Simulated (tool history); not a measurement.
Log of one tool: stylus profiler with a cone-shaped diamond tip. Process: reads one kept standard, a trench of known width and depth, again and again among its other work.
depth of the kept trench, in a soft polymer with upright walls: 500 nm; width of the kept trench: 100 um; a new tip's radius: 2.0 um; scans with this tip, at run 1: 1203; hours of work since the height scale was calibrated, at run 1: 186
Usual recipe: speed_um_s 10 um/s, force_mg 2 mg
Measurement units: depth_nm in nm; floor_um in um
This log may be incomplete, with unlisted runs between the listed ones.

run   hour  speed_um_s  force_mg  scans with this tip  hours of work since the height scale was calibrated  depth_nm  floor_um
  1      0          10         2                 1203                                                  186    506.56     97.23
  2   15.2          10         2                 1265                                                  195    506.68     97.21
  3   41.5          10      1.67                 1370                                                  211    505.92     97.21
  4   61.1          10      1.67                 1449                                                  224    506.08     97.19
  5     72          10      4.93                 1493                                                  230    511.87     97.16
  6   85.3          10      4.93                 1547                                                  239     512.1     97.16
  7  104.7          10      4.93                 1625                                                  251    512.04     97.26
  8    126          10      2.83                 1711                                                  264    508.17     97.19
  9  152.2          10      1.08                 1816                                                  280    504.61     97.17
 10  170.1          17         2                 1888                                                  291    507.01     97.15
 11  188.8          17         2                 1964                                                  303     506.7     97.14
 12  208.7          17         2                 2044                                                  315    506.63     97.15
 13  219.5          10         2                 2087                                                  322     506.8     97.14
 14  233.4          10         2                 2143                                                  330    506.69     97.12
 15  258.4          10      1.18                 2244                                                  346    504.92      97.2
 16  269.9          10      1.18                 2290                                                  353    505.01     97.18
 17  296.3          10      1.18                 2397                                                  370    504.78      97.1
 18  308.4          10      1.18                 2445                                                  377    504.77     97.13
 19  333.7          10         2                 2547                                                  393    506.88     97.06
 20  355.8          17         2                 2636                                                  407     506.9     97.06
 21  379.4          10         2                 2731                                                  421    506.96      97.1
 22  397.9          10         2                 2806                                                  433    506.41     97.09
 23  420.2           9      1.61                 2895                                                  446    505.99     97.11
 24  440.8          15      1.56                 2978                                                  459    505.69     97.04
 25  458.7          10      0.85                 3050                                                  470    503.98     97.06
 26  481.7          10      3.07                 3143                                                  485    509.08     97.09
 27  502.2          10      3.07                 3226                                                  497    509.04      97.1
 28  523.5           2      5.26                 3311                                                  511    512.77     97.09
 29  541.2          24      5.26                 3383                                                  522    512.73      97.1
 30  559.7          35      5.09                 3457                                                  533    512.43     97.06
 31  573.2          38      1.26                 3511                                                  542    505.13     96.98
 32  595.6          38      1.26                 3602                                                  555    505.02     96.98
 33  616.2          38      1.26                 3685                                                  568    505.31     96.99
 34  631.2          10      1.08                 3745                                                  578     504.7     97.04
 35  654.8          17      1.08                 3840                                                  592    504.59     96.96
 36    669          30         2                 3897                                                  601    507.04     96.99
 37  681.5          14      2.69                 3948                                                  609     508.3     97.02
 38    705           2       1.9                 4042                                                  623    506.84     97.02
 39  724.7           7         5                 4122                                                  636    512.41     97.05
 40  747.4          31      1.37                 4213                                                  650    505.56     96.93
 41  769.7          31      1.37                 4303                                                  664    505.57     96.99

Measured minus without-hidden-state, run by run (identical run-to-run variation in each term; gauge scatter may differ):
Hidden conditions of the tool in this case: radius of the tip, um; height scale over the true one, %; drift of the gauge itself on depth_nm, %; drift of the gauge itself on floor_um, %.
run  depth_nm  floor_um
  1     +0.23     -0.11
  2     +0.24     -0.11
  3     +0.25     -0.12
  4     +0.26     -0.12
  5     +0.26     -0.13
  6     +0.27     -0.13
  7     +0.28     -0.13
  8     +0.29     -0.15
  9     +0.29     -0.16
 10      +0.3     -0.16
 11     +0.31     -0.17
 12     +0.32     -0.17
 13     +0.33     -0.17
 14     +0.33     -0.17
 15     +0.34     -0.18
 16     +0.36     -0.18
 17     +0.37     -0.19
 18     +0.37      -0.2
 19     +0.39     -0.21
 20     +0.39     -0.21
 21      +0.4     -0.21
 22     +0.41     -0.22
 23     +0.43     -0.23
 24     +0.43     -0.23
 25     +0.44     -0.23
 26     +0.46     -0.24
 27     +0.47     -0.25
 28     +0.48     -0.25
 29     +0.49     -0.26
 30     +0.49     -0.26
 31     +0.49     -0.27
 32     +0.51     -0.27
 33     +0.52     -0.28
 34     +0.52     -0.28
 35     +0.53     -0.29
 36     +0.55     -0.29
 37     +0.55     -0.29
 38     +0.57      -0.3
 39     +0.58      -0.3
 40     +0.58     -0.31
 41     +0.59     -0.31
